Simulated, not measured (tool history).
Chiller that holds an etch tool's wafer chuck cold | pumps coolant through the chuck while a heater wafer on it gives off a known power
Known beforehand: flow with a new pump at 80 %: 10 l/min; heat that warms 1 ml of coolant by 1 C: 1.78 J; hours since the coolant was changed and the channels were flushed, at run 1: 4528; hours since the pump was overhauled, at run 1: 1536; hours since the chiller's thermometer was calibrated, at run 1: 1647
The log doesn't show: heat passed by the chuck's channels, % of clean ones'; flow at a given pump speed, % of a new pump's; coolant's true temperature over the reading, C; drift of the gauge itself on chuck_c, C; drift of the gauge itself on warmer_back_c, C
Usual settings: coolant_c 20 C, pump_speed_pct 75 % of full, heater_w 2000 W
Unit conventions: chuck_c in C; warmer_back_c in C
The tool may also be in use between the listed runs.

run   hour  coolant_c  pump_speed_pct  heater_w  hours since the coolant was changed and the channels were flushed  hours since the pump was overhauled  hours since the chiller's thermometer was calibrated  chuck_c  warmer_back_c
  1      0         20              75      2000                                                               4528                                 1536                                                  1647     34.4           7.45
  2   28.1         20              75      2000                                                               4556                                 1564                                                  1675     34.3           7.38
  3     56         20              75      2000                                                               4584                                 1592                                                  1703     34.5           7.37
  4     76         11              75      2000                                                               4604                                 1612                                                  1723     25.4           7.43
  5   98.9         11              75      2000                                                               4627                                 1635                                                  1746     25.7           7.45
  6  134.5         17              75      2000                                                               4663                                 1670                                                  1781     31.6           7.43
  7  152.8         22              75      2000                                                               4681                                 1689                                                  1800     36.5           7.42
  8  190.9         22              75      2000                                                               4719                                 1727                                                  1838     36.6           7.47
     197.9  -- coolant pump overhauled
  9  229.8         22              75      2000                                                               4753                                   32                                                  1872     36.5            7.6
 10  264.1         22              75      2000                                                               4787                                   66                                                  1906     36.7           7.53
 11  287.8         22              75      2000                                                               4811                                   90                                                  1930     36.6           7.55
 12  328.7         14              70      2340                                                               4852                                  131                                                  1970     32.3            9.5
 13  361.1         24              62      1393                                                               4884                                  163                                                  2003     35.9           6.42
     373.6  -- coolant pump overhauled, once more
 14  396.6         30              79      1632                                                               4915                                   23                                                  2033     41.1           5.56
 15  427.6         29              77      1463                                                               4946                                   54                                                  2064       39           5.13
     455.3  -- chiller's thermometer calibrated
 16  455.3         24              73      1150                                                               4973                                   81                                                     0     32.6           4.23
 17  477.1         11              99      1141                                                               4994                                  103                                                    22     17.5           3.09
 18  508.8         11              99      1141                                                               5026                                  134                                                    54     17.5           3.07
 19  535.3         21              75      2635                                                               5053                                  161                                                    80     40.1            9.5
 20  574.4         22              67      2773                                                               5092                                  200                                                   119       44          11.22
 21  609.8         28              79      2397                                                               5127                                  235                                                   154     44.7           8.17

3 ways to go on from here, each from the tool as it stands after run 21. What would each give?
  A  641.4         10              68      1404                                                               5159                                  267                                                   186        ?              ?
  B  641.4         13              76      1064                                                               5159                                  267                                                   186        ?              ?
  C  641.4         17              79      1035                                                               5159                                  267                                                   186        ?              ?

run  chuck_c  warmer_back_c
  A     21.2           5.58
  B     20.8           3.77
  C     24.3           3.55
Without the tool's unlogged condition, the same runs would have read:
run  chuck_c  warmer_back_c
  A     20.5           5.57
  B     20.2           3.76
  C     23.8           3.54

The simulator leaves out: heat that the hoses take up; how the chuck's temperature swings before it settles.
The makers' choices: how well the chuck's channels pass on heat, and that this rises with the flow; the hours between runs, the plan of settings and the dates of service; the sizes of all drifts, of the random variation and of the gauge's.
